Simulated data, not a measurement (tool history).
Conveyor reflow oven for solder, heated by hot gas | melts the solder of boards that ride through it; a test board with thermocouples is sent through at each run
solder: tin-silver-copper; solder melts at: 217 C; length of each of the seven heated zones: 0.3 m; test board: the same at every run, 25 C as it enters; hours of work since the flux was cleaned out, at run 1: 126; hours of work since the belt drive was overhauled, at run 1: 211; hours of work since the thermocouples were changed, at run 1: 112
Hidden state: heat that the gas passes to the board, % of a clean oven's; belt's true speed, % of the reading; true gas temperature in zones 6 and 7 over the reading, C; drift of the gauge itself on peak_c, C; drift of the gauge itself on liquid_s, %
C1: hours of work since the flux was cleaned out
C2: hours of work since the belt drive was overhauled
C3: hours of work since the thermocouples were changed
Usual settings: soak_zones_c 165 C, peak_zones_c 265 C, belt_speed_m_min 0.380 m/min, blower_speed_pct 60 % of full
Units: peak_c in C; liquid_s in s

Run 1, hour 0.0: usual settings; C1 126; C2 211; C3 112. Result: peak_c 238.8 C, liquid_s 49.2 s.
Run 2, hour 18.4: usual settings; C1 138; C2 223; C3 124. Result: peak_c 239.3 C, liquid_s 50.3 s.
Run 3, hour 35.2: usual settings; C1 149; C2 234; C3 135. Result: peak_c 238.8 C, liquid_s 49.2 s.
Run 4, hour 45.9: usual settings; C1 156; C2 241; C3 142. Result: peak_c 238.1 C, liquid_s 48.6 s.
Run 5, hour 57.1: usual settings; C1 163; C2 248; C3 150. Result: peak_c 239.3 C, liquid_s 49.7 s.
Run 6, hour 74.5: usual settings but belt_speed_m_min 0.451 m/min; C1 175; C2 259; C3 161. Result: peak_c 231.6 C, liquid_s 28.4 s.
Run 7, hour 84.1: usual settings but belt_speed_m_min 0.451 m/min; C1 181; C2 265; C3 167. Result: peak_c 230.0 C, liquid_s 29.0 s.
Run 8, hour 102.5: usual settings but belt_speed_m_min 0.451 m/min; C1 193; C2 277; C3 179. Result: peak_c 230.7 C, liquid_s 27.9 s.
At hour 108.7: flux residue cleaned out of gas plates and filters.
Run 9, hour 126.5: usual settings but belt_speed_m_min 0.353 m/min; C1 12; C2 290; C3 191. Result: peak_c 241.6 C, liquid_s 57.7 s.
Run 10, hour 139.6: usual settings but soak_zones_c 166 C, belt_speed_m_min 0.353 m/min; C1 20; C2 298; C3 200. Result: peak_c 242.0 C, liquid_s 58.2 s.
Run 11, hour 155.7: usual settings but soak_zones_c 166 C, belt_speed_m_min 0.353 m/min; C1 31; C2 309; C3 210. Result: peak_c 242.1 C, liquid_s 58.2 s.
Run 12, hour 167.0: usual settings but peak_zones_c 258 C, blower_speed_pct 67 % of full; C1 38; C2 316; C3 218. Result: peak_c 233.7 C, liquid_s 44.5 s.
Run 13, hour 184.1: usual settings but peak_zones_c 258 C, blower_speed_pct 67 % of full; C1 49; C2 327; C3 229. Result: peak_c 234.9 C, liquid_s 44.3 s.
Run 14, hour 200.0: usual settings but soak_zones_c 152 C, peak_zones_c 277 C, belt_speed_m_min 0.393 m/min, blower_speed_pct 54 % of full; C1 59; C2 338; C3 239. Result: peak_c 239.2 C, liquid_s 42.4 s.
Run 15, hour 213.2: usual settings but soak_zones_c 178 C, blower_speed_pct 74 % of full; C1 68; C2 346; C3 248. Result: peak_c 246.0 C, liquid_s 64.2 s.
At hour 223.8: flux residue cleaned out of gas plates and filters, once more.
Run 16, hour 229.2: usual settings but belt_speed_m_min 0.452 m/min, blower_speed_pct 76 % of full; C1 4; C2 353; C3 255. Result: peak_c 238.2 C, liquid_s 40.8 s.
Run 17, hour 244.3: usual settings but belt_speed_m_min 0.452 m/min, blower_speed_pct 76 % of full; C1 13; C2 363; C3 265. Result: peak_c 238.7 C, liquid_s 40.5 s.
Run 18, hour 256.5: usual settings but belt_speed_m_min 0.452 m/min, blower_speed_pct 76 % of full; C1 21; C2 371; C3 273. Result: peak_c 238.9 C, liquid_s 41.5 s.
Run 19, hour 270.8: usual settings but soak_zones_c 158 C, peak_zones_c 256 C, belt_speed_m_min 0.438 m/min, blower_speed_pct 67 % of full; C1 31; C2 381; C3 282. Result: peak_c 228.1 C, liquid_s 23.9 s.

Some steps in peak_c between neighbouring runs. How much of each would the tool show without its hidden state too (settings, what came in, random variation), and how much is left for the hidden state, with any gauge scatter that isn't in both results?
Run 8 -> 9: belt_speed_m_min 0.451 -> 0.353, flux residue cleaned out of gas plates and filters. peak_c +10.9 C: hidden state -0.1, all else +11.0.
Run 15 -> 16: soak_zones_c 178 -> 165, belt_speed_m_min 0.380 -> 0.452, blower_speed_pct 74 -> 76, flux residue cleaned out of gas plates and filters, once more. peak_c -7.8 C: hidden state +2.2, all else -10.0.

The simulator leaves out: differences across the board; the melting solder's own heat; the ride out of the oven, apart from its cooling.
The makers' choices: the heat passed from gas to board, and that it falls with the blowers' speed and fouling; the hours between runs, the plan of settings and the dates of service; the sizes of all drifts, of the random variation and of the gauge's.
